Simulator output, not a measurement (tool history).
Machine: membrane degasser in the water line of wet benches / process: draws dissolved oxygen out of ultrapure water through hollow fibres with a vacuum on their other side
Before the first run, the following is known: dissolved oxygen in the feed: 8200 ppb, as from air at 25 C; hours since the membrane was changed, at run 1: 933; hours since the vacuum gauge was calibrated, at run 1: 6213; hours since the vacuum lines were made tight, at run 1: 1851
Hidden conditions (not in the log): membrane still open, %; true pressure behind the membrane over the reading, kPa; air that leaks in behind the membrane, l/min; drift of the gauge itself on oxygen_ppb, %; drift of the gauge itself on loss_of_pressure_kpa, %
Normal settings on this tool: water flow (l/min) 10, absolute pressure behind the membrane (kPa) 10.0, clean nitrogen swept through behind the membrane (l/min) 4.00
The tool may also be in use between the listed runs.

run	hour	water flow (l/min)	absolute pressure behind the membrane (kPa)	clean nitrogen swept through behind the membrane (l/min)	hours since the membrane was changed	hours since the vacuum gauge was calibrated	hours since the vacuum lines were made tight	dissolved oxygen in the water behind the degasser (ppb)	pressure that the water loses in the fibres (kPa)
1	0.0	10	10.0	4.00	933	6213	1851	45.1	65.66
2	167.4	10	10.0	4.00	1100	6380	2018	44.5	65.98
3	250.9	10	10.0	4.00	1184	6464	2102	44.1	65.73
4	354.9	10	10.0	4.00	1288	6568	2206	44.6	66.59
5	514.6	10	11.8	4.00	1447	6727	2366	54.6	65.75
6	666.9	10	11.8	4.00	1600	6880	2518	55.4	65.82
# hour 787.6: vacuum gauge calibrated
7	807.3	10	11.8	4.00	1739	20	2658	55.9	65.55
8	926.8	10	11.8	4.00	1859	139	2777	55.2	65.53
9	1001.4	10	11.8	4.00	1934	214	2852	54.4	65.83
10	1139.3	10	11.8	4.00	2071	352	2990	55.6	65.50
11	1281.7	10	11.8	4.00	2214	494	3132	55.5	65.23
12	1450.0	10	11.8	4.00	2382	662	3300	55.8	65.66
13	1545.8	10	11.8	4.00	2478	758	3396	56.0	64.81
14	1620.3	10	10.0	4.00	2552	833	3471	43.0	65.64
15	1741.6	10	10.0	4.00	2674	954	3592	43.9	65.34
16	1886.7	10	10.0	4.00	2819	1099	3737	44.1	65.92
17	1964.1	10	10.0	4.00	2896	1176	3815	44.0	65.35
18	2037.5	8	10.0	6.32	2970	1250	3888	22.5	52.52
19	2188.3	8	10.0	6.32	3120	1401	4039	21.9	52.12
20	2312.4	15	8.3	1.64	3245	1525	4163	118.4	98.00
21	2403.0	10	21.5	4.00	3335	1615	4253	114.7	64.86
22	2568.1	9	13.5	8.76	3500	1780	4419	28.3	58.48
23	2734.7	9	13.5	8.76	3667	1947	4585	27.7	58.62
24	2852.8	10	16.2	6.82	3785	2065	4703	50.2	64.53
25	2997.4	10	16.2	6.82	3930	2210	4848	49.3	65.46

Expected results for the next run?
26	3088.3	9	19.9	6.13	4020	2301	4939	?	?

dissolved oxygen in the water behind the degasser (ppb): 61.6
pressure that the water loses in the fibres (kPa): 58.56
Had the tool carried no hidden state, the very same run would have given dissolved oxygen in the water behind the degasser (ppb) 61.6, pressure that the water loses in the fibres (kPa) 59.57.
